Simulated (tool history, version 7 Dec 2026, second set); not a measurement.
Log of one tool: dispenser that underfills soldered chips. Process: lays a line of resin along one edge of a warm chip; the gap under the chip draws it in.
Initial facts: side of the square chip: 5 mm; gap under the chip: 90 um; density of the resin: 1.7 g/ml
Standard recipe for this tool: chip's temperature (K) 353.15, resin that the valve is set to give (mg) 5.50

run,hour,chip's temperature (K),resin that the valve is set to give (mg),time until the resin shows at the far edge (s),resin that the valve gave (mg)
1,0.0,353.15,5.50,5.9,5.39
# hour 3.7: new syringe of resin
2,7.7,353.15,5.50,5.7,5.32
# hour 13.2: new syringe of resin
3,14.5,353.15,5.50,4.7,5.29
# hour 22.5: new syringe of resin
4,25.4,353.15,5.50,5.0,5.22
# hour 31.6: new syringe of resin
5,35.1,353.15,5.50,5.5,5.15
# hour 41.0: new syringe of resin
6,41.2,353.15,5.50,4.7,5.19
7,48.3,353.15,5.50,6.7,5.19
# hour 50.5: new syringe of resin
8,58.1,353.15,5.50,6.2,5.13
# hour 60.2: new syringe of resin
9,65.7,353.15,5.50,6.2,5.16
# hour 69.9: new syringe of resin
# hour 74.2: dispensing valve cleaned and set on the balance
10,77.4,353.15,5.50,5.8,5.50
# hour 80.7: new syringe of resin
11,84.7,353.15,5.50,5.3,5.49
# hour 90.0: new syringe of resin
12,90.3,353.15,5.77,4.2,5.70
13,95.8,353.15,5.77,5.8,5.68
# hour 99.4: new syringe of resin
14,101.7,341.15,7.17,7.4,7.05
# hour 108.7: new syringe of resin
15,110.4,367.15,5.70,2.9,5.55
16,115.8,353.15,6.55,6.6,6.40
# hour 118.5: new syringe of resin
17,121.2,353.15,6.55,4.9,6.39
18,126.4,353.15,6.55,6.1,6.33
# hour 128.1: new syringe of resin
19,134.4,361.15,5.24,5.1,5.01
# hour 137.6: new syringe of resin
20,141.1,348.15,4.94,6.1,4.76
# hour 146.9: new syringe of resin
21,149.5,360.15,5.04,4.3,4.80
# hour 156.8: new syringe of resin
22,158.6,360.15,5.04,3.8,4.73
# hour 166.1: new syringe of resin
23,168.2,360.15,5.04,4.5,4.79
# hour 175.5: new syringe of resin
24,177.8,339.15,6.23,7.6,5.88
# hour 185.0: new syringe of resin
25,186.4,339.15,6.23,6.9,5.85
# hour 194.7: new syringe of resin
26,196.3,339.15,6.23,7.1,5.82

Selected run-to-run steps in time until the resin shows at the far edge (s), each split into two signed amounts: the part the tool would show with no hidden state at all (from settings, incoming material and random variation), and the remainder, which goes to the hidden state together with any gauge scatter not common to the measured and the hidden-state-free results:
Unlogged tool condition in this case: resin's viscosity, % of fresh resin's; dose that the valve gives, % of what is set; true chip temperature over the reading, C; drift of the gauge itself on fill_s, %; drift of the gauge itself on given_mg, %.
Run 6 -> 7: nothing adjusted, nothing logged. time until the resin shows at the far edge (s) +2.0: hidden state +2.2, all else -0.2.
Run 14 -> 15: chip's temperature (K) 341.15 -> 367.15, resin that the valve is set to give (mg) 7.17 -> 5.70, new syringe of resin. time until the resin shows at the far edge (s) -4.5: hidden state -0.5, all else -4.0.
Run 15 -> 16: chip's temperature (K) 367.15 -> 353.15, resin that the valve is set to give (mg) 5.70 -> 6.55. time until the resin shows at the far edge (s) +3.7: hidden state +1.7, all else +2.0.

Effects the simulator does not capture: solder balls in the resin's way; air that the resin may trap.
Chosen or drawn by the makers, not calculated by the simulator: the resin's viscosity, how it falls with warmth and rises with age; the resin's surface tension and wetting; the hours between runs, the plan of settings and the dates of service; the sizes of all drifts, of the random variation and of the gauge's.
